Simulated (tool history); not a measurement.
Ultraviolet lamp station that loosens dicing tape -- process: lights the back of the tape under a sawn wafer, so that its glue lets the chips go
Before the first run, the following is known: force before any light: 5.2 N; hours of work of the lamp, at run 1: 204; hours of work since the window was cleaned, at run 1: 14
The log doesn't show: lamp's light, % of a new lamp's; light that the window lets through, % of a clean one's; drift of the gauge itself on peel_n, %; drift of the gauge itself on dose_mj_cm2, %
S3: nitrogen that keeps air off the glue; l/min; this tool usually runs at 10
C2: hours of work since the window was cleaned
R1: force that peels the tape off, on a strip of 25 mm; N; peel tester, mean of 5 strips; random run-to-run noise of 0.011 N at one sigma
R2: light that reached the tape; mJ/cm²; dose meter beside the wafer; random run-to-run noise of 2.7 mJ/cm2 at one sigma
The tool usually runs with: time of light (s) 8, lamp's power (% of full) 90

run 1 hour=0 | time_of_light_(s)=8 lamp's_power_(%_of_full)=90 S3=10 | hours_of_work_of_the_lamp=204 C2=14 | R1=0.558 R2=358
run 2 hour=7 | time_of_light_(s)=8 lamp's_power_(%_of_full)=90 S3=10 | hours_of_work_of_the_lamp=208 C2=19 | R1=0.587 R2=352
run 3 hour=22.4 | time_of_light_(s)=8 lamp's_power_(%_of_full)=82 S3=10 | hours_of_work_of_the_lamp=217 C2=28 | R1=0.654 R2=322
run 4 hour=30.3 | time_of_light_(s)=9 lamp's_power_(%_of_full)=82 S3=10 | hours_of_work_of_the_lamp=222 C2=32 | R1=0.531 R2=359
run 5 hour=39.5 | time_of_light_(s)=9 lamp's_power_(%_of_full)=82 S3=10 | hours_of_work_of_the_lamp=228 C2=38 | R1=0.573 R2=360
run 6 hour=47.1 | time_of_light_(s)=9 lamp's_power_(%_of_full)=82 S3=10 | hours_of_work_of_the_lamp=232 C2=42 | R1=0.56 R2=358
run 7 hour=57.1 | time_of_light_(s)=8 lamp's_power_(%_of_full)=90 S3=10 | hours_of_work_of_the_lamp=238 C2=48 | R1=0.593 R2=345
run 8 hour=64.5 | time_of_light_(s)=15 lamp's_power_(%_of_full)=90 S3=10 | hours_of_work_of_the_lamp=242 C2=53 | R1=0.223 R2=657
run 9 hour=80.1 | time_of_light_(s)=15 lamp's_power_(%_of_full)=90 S3=10 | hours_of_work_of_the_lamp=252 C2=62 | R1=0.224 R2=649
run 10 hour=95.6 | time_of_light_(s)=15 lamp's_power_(%_of_full)=90 S3=10 | hours_of_work_of_the_lamp=261 C2=71 | R1=0.219 R2=647
run 11 hour=109.6 | time_of_light_(s)=8 lamp's_power_(%_of_full)=90 S3=10 | hours_of_work_of_the_lamp=269 C2=79 | R1=0.589 R2=341
run 12 hour=117.6 | time_of_light_(s)=8 lamp's_power_(%_of_full)=64 S3=10 | hours_of_work_of_the_lamp=274 C2=84 | R1=1.089 R2=239
run 13 hour=126.8 | time_of_light_(s)=13 lamp's_power_(%_of_full)=64 S3=3 | hours_of_work_of_the_lamp=279 C2=89 | R1=0.758 R2=394
run 14 hour=134.8 | time_of_light_(s)=13 lamp's_power_(%_of_full)=64 S3=3 | hours_of_work_of_the_lamp=284 C2=94 | R1=0.707 R2=390
run 15 hour=143.8 | time_of_light_(s)=13 lamp's_power_(%_of_full)=90 S3=5 | hours_of_work_of_the_lamp=289 C2=99 | R1=0.343 R2=547
run 16 hour=158.3 | time_of_light_(s)=5 lamp's_power_(%_of_full)=90 S3=10 | hours_of_work_of_the_lamp=298 C2=108 | R1=1.263 R2=211
run 17 hour=170.1 | time_of_light_(s)=13 lamp's_power_(%_of_full)=96 S3=10 | hours_of_work_of_the_lamp=305 C2=115 | R1=0.249 R2=572
run 18 hour=183.7 | time_of_light_(s)=8 lamp's_power_(%_of_full)=76 S3=17 | hours_of_work_of_the_lamp=313 C2=123 | R1=0.719 R2=280
run 19 hour=197.4 | time_of_light_(s)=9 lamp's_power_(%_of_full)=75 S3=9 | hours_of_work_of_the_lamp=321 C2=131 | R1=0.718 R2=313
run 20 hour=207.2 | time_of_light_(s)=8 lamp's_power_(%_of_full)=61 S3=10 | hours_of_work_of_the_lamp=327 C2=137 | R1=1.181 R2=222
run 21 hour=219.3 | time_of_light_(s)=8 lamp's_power_(%_of_full)=61 S3=10 | hours_of_work_of_the_lamp=334 C2=144 | R1=1.189 R2=224
run 22 hour=234 | time_of_light_(s)=8 lamp's_power_(%_of_full)=61 S3=10 | hours_of_work_of_the_lamp=343 C2=153 | R1=1.226 R2=221
run 23 hour=244.6 | time_of_light_(s)=8 lamp's_power_(%_of_full)=94 S3=6 | hours_of_work_of_the_lamp=349 C2=159 | R1=0.729 R2=342

A few steps of R1 between consecutive runs. Split each: what settings, incoming material and random variation would produce without the hidden state, and what is left over for the hidden state, along with gauge scatter present in only one of the two compared results (measured, and without hidden state):
Run 15 -> 16: time of light (s) 13 -> 5, S3 5 -> 10. R1 +0.92 N: hidden state +0.119, all else +0.801.
Run 16 -> 17: time of light (s) 5 -> 13, lamp's power (% of full) 90 -> 96. R1 -1.014 N: hidden state -0.139, all else -0.875.

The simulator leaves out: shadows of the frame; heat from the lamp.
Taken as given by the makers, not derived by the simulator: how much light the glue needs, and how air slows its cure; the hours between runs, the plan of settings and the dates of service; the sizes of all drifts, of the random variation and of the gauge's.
